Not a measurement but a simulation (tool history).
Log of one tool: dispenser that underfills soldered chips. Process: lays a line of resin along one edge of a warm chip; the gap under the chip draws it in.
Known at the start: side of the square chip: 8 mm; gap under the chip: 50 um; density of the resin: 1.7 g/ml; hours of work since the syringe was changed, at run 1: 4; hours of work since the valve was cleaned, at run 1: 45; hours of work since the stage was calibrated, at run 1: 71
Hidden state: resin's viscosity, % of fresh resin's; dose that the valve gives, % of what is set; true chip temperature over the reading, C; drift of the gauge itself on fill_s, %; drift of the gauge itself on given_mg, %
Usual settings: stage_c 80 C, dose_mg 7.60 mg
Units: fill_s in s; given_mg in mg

| run | hour | stage_c | dose_mg | hours of work since the syringe was changed | hours of work since the valve was cleaned | hours of work since the stage was calibrated | fill_s | given_mg |
|---|---|---|---|---|---|---|---|---|
| 1 | 0.0 | 80 | 7.60 | 4 | 45 | 71 | 79.5 | 7.26 |
| 2 | 9.5 | 80 | 7.60 | 10 | 51 | 76 | 117.2 | 7.23 |
|  | 10.3 | new syringe of resin |
| 3 | 16.9 | 80 | 7.60 | 4 | 55 | 81 | 81.4 | 7.16 |
|  | 23.0 | dispensing valve cleaned and set on the balance |
| 4 | 26.5 | 80 | 7.60 | 9 | 2 | 86 | 112.6 | 7.56 |
|  | 27.5 | new syringe of resin |
| 5 | 36.5 | 80 | 7.60 | 6 | 8 | 92 | 87.1 | 7.51 |
|  | 43.7 | new syringe of resin |
| 6 | 44.0 | 80 | 7.60 | 0 | 13 | 96 | 63.1 | 7.47 |
| 7 | 50.2 | 80 | 7.60 | 4 | 16 | 100 | 79.2 | 7.47 |
| 8 | 56.3 | 80 | 7.60 | 8 | 20 | 104 | 100.9 | 7.48 |
|  | 60.4 | new syringe of resin |
| 9 | 61.6 | 80 | 7.60 | 1 | 23 | 107 | 66.9 | 7.47 |
| 10 | 67.5 | 80 | 7.60 | 4 | 27 | 111 | 86.1 | 7.52 |
| 11 | 74.5 | 76 | 7.60 | 9 | 31 | 115 | 135.9 | 7.40 |
|  | 76.6 | new syringe of resin |
| 12 | 80.5 | 80 | 7.60 | 2 | 35 | 119 | 73.6 | 7.29 |
| 13 | 85.4 | 72 | 7.60 | 5 | 38 | 122 | 133.4 | 7.29 |
| 14 | 92.2 | 72 | 7.60 | 10 | 42 | 126 | 175.6 | 7.40 |
|  | 93.4 | new syringe of resin |
| 15 | 102.5 | 72 | 7.60 | 6 | 48 | 132 | 134.4 | 7.26 |
|  | 109.6 | new syringe of resin |
| 16 | 111.3 | 80 | 8.95 | 1 | 53 | 137 | 66.0 | 8.56 |
| 17 | 117.3 | 80 | 9.41 | 5 | 57 | 141 | 84.8 | 8.98 |
|  | 121.1 | dispensing valve cleaned and set on the balance |
| 18 | 123.1 | 80 | 9.41 | 8 | 1 | 144 | 100.8 | 9.35 |
|  | 126.8 | new syringe of resin |
| 19 | 133.4 | 80 | 9.41 | 4 | 7 | 150 | 80.4 | 9.29 |
| 20 | 142.5 | 77 | 7.88 | 10 | 13 | 156 | 134.8 | 7.76 |
|  | 143.2 | new syringe of resin |
| 21 | 147.7 | 77 | 7.88 | 3 | 16 | 159 | 86.3 | 7.88 |
| 22 | 155.8 | 69 | 9.51 | 8 | 21 | 164 | 173.4 | 9.32 |
|  | 159.8 | new syringe of resin |
| 23 | 166.1 | 69 | 9.51 | 4 | 27 | 170 | 139.0 | 9.31 |
| 24 | 173.7 | 79 | 9.51 | 9 | 32 | 175 | 113.1 | 9.29 |
|  | 175.9 | new syringe of resin |
| 25 | 181.9 | 79 | 9.51 | 4 | 37 | 179 | 82.8 | 9.18 |
| 26 | 190.3 | 92 | 7.05 | 9 | 42 | 185 | 67.1 | 6.69 |
|  | 192.1 | new syringe of resin |
| 27 | 197.4 | 86 | 7.19 | 3 | 46 | 189 | 59.3 | 6.84 |
| 28 | 202.3 | 77 | 8.55 | 6 | 49 | 192 | 105.6 | 8.16 |
|  | 208.5 | new syringe of resin |
| 29 | 209.5 | 77 | 8.55 | 1 | 53 | 196 | 75.3 | 8.12 |
| 30 | 213.9 | 83 | 8.55 | 3 | 56 | 199 | 66.4 | 8.10 |
|  | 219.2 | dispensing valve cleaned and set on the balance |
| 31 | 224.8 | 86 | 9.83 | 9 | 3 | 205 | 86.5 | 9.82 |
|  | 226.3 | new syringe of resin |
| 32 | 233.3 | 82 | 8.21 | 4 | 8 | 210 | 76.9 | 8.17 |
| 33 | 240.0 | 73 | 8.43 | 8 | 13 | 214 | 152.0 | 8.28 |
|  | 243.0 | new syringe of resin |
| 34 | 246.0 | 73 | 8.43 | 2 | 16 | 218 | 105.8 | 8.42 |
| 35 | 253.9 | 80 | 9.10 | 7 | 21 | 223 | 101.7 | 8.90 |
|  | 259.5 | new syringe of resin |
| 36 | 259.9 | 80 | 9.10 | 0 | 25 | 226 | 65.1 | 8.89 |
| 37 | 268.9 | 80 | 9.10 | 6 | 30 | 232 | 93.8 | 8.91 |

Hidden state at the last listed run before each entry between runs and at the first one after, where it differs:
Between runs 2 and 3: new syringe of resin (hour 10.3)
  resin's viscosity, % of fresh resin's: 186.4 -> 128.9; dose that the valve gives, % of what is set: 95.4 -> 94.99; true chip temperature over the reading, C: -0.32 -> -0.35
  measured less the result without the state, fill_s: +56.1 -> +20.1 s; given_mg: -0.35 -> -0.38 mg
Between runs 3 and 4: dispensing valve cleaned and set on the balance (hour 23.0)
  resin's viscosity, % of fresh resin's: 128.9 -> 180.1; dose that the valve gives, % of what is set: 94.99 -> 99.77; true chip temperature over the reading, C: -0.35 -> -0.39
  measured less the result without the state, fill_s: +20.1 -> +51.2 s; given_mg: -0.38 -> -0.02 mg
Between runs 4 and 5: new syringe of resin (hour 27.5)
  resin's viscosity, % of fresh resin's: 180.1 -> 140.2; dose that the valve gives, % of what is set: 99.77 -> 99.24; true chip temperature over the reading, C: -0.39 -> -0.44
  measured less the result without the state, fill_s: +51.2 -> +26.2 s; given_mg: -0.02 -> -0.06 mg
Between runs 5 and 6: new syringe of resin (hour 43.7)
  resin's viscosity, % of fresh resin's: 140.2 -> 100; dose that the valve gives, % of what is set: 99.24 -> 98.84; true chip temperature over the reading, C: -0.44 -> -0.47
  measured less the result without the state, fill_s: +26.2 -> +1.6 s; given_mg: -0.06 -> -0.09 mg
Between runs 8 and 9: new syringe of resin (hour 60.4)
  resin's viscosity, % of fresh resin's: 161.9 -> 105.6; dose that the valve gives, % of what is set: 98.12 -> 97.83; true chip temperature over the reading, C: -0.53 -> -0.55
  measured less the result without the state, fill_s: +40.4 -> +5.6 s; given_mg: -0.14 -> -0.17 mg
Between runs 11 and 12: new syringe of resin (hour 76.6)
  resin's viscosity, % of fresh resin's: 175.3 -> 117.3; dose that the valve gives, % of what is set: 97.11 -> 96.77; true chip temperature over the reading, C: -0.61 -> -0.64
  measured less the result without the state, fill_s: +61.0 -> +13.2 s; given_mg: -0.22 -> -0.24 mg
Between runs 14 and 15: new syringe of resin (hour 93.4)
  resin's viscosity, % of fresh resin's: 185.4 -> 143.4; dose that the valve gives, % of what is set: 96.14 -> 95.61; true chip temperature over the reading, C: -0.69 -> -0.73
  measured less the result without the state, fill_s: +84.9 -> +45.1 s; given_mg: -0.30 -> -0.33 mg
Between runs 15 and 16: new syringe of resin (hour 109.6)
  resin's viscosity, % of fresh resin's: 143.4 -> 107.1; dose that the valve gives, % of what is set: 95.61 -> 95.13; true chip temperature over the reading, C: -0.73 -> -0.77
  measured less the result without the state, fill_s: +45.1 -> +6.9 s; given_mg: -0.33 -> -0.44 mg
Between runs 17 and 18: dispensing valve cleaned and set on the balance (hour 121.1)
  resin's viscosity, % of fresh resin's: 135.6 -> 163.7; dose that the valve gives, % of what is set: 94.82 -> 99.63; true chip temperature over the reading, C: -0.8 -> -0.82
  measured less the result without the state, fill_s: +24.9 -> +41.6 s; given_mg: -0.49 -> -0.04 mg
Between runs 18 and 19: new syringe of resin (hour 126.8)
  resin's viscosity, % of fresh resin's: 163.7 -> 128.9; dose that the valve gives, % of what is set: 99.63 -> 99.11; true chip temperature over the reading, C: -0.82 -> -0.87
  measured less the result without the state, fill_s: +41.6 -> +20.6 s; given_mg: -0.04 -> -0.09 mg
Between runs 20 and 21: new syringe of resin (hour 143.2)
  resin's viscosity, % of fresh resin's: 184.2 -> 118.7; dose that the valve gives, % of what is set: 98.62 -> 98.35; true chip temperature over the reading, C: -0.92 -> -0.94
  measured less the result without the state, fill_s: +65.0 -> +17.0 s; given_mg: -0.11 -> -0.13 mg
Between runs 22 and 23: new syringe of resin (hour 159.8)
  resin's viscosity, % of fresh resin's: 162.8 -> 129.6; dose that the valve gives, % of what is set: 97.9 -> 97.31; true chip temperature over the reading, C: -0.97 -> -1.02
  measured less the result without the state, fill_s: +72.2 -> +37.4 s; given_mg: -0.19 -> -0.25 mg
Between runs 24 and 25: new syringe of resin (hour 175.9)
  resin's viscosity, % of fresh resin's: 174.1 -> 125.2; dose that the valve gives, % of what is set: 96.91 -> 96.46; true chip temperature over the reading, C: -1.06 -> -1.1
  measured less the result without the state, fill_s: +51.4 -> +20.4 s; given_mg: -0.29 -> -0.34 mg
Between runs 26 and 27: new syringe of resin (hour 192.1)
  resin's viscosity, % of fresh resin's: 174.1 -> 119.4; dose that the valve gives, % of what is set: 95.96 -> 95.55; true chip temperature over the reading, C: -1.14 -> -1.17
  measured less the result without the state, fill_s: +30.9 -> +12.9 s; given_mg: -0.28 -> -0.32 mg
Between runs 28 and 29: new syringe of resin (hour 208.5)
  resin's viscosity, % of fresh resin's: 145 -> 103.5; dose that the valve gives, % of what is set: 95.22 -> 94.9; true chip temperature over the reading, C: -1.19 -> -1.22
  measured less the result without the state, fill_s: +37.5 -> +7.3 s; given_mg: -0.41 -> -0.44 mg
Between runs 30 and 31: dispensing valve cleaned and set on the balance (hour 219.2)
  resin's viscosity, % of fresh resin's: 123.3 -> 181.4; dose that the valve gives, % of what is set: 94.65 -> 99.93; true chip temperature over the reading, C: -1.24 -> -1.29
  measured less the result without the state, fill_s: +16.0 -> +41.4 s; given_mg: -0.46 -> -0.01 mg
Between runs 31 and 32: new syringe of resin (hour 226.3)
  resin's viscosity, % of fresh resin's: 181.4 -> 130.5; dose that the valve gives, % of what is set: 99.93 -> 99.43; true chip temperature over the reading, C: -1.29 -> -1.33
  measured less the result without the state, fill_s: +41.4 -> +21.5 s; given_mg: -0.01 -> -0.04 mg
Between runs 33 and 34: new syringe of resin (hour 243.0)
  resin's viscosity, % of fresh resin's: 170.2 -> 116; dose that the valve gives, % of what is set: 99.04 -> 98.74; true chip temperature over the reading, C: -1.36 -> -1.39
  measured less the result without the state, fill_s: +68.7 -> +20.9 s; given_mg: -0.09 -> -0.11 mg
Between runs 35 and 36: new syringe of resin (hour 259.5)
  resin's viscosity, % of fresh resin's: 158.2 -> 102.5; dose that the valve gives, % of what is set: 98.26 -> 97.97; true chip temperature over the reading, C: -1.42 -> -1.45
  measured less the result without the state, fill_s: +41.6 -> +5.9 s; given_mg: -0.16 -> -0.19 mg
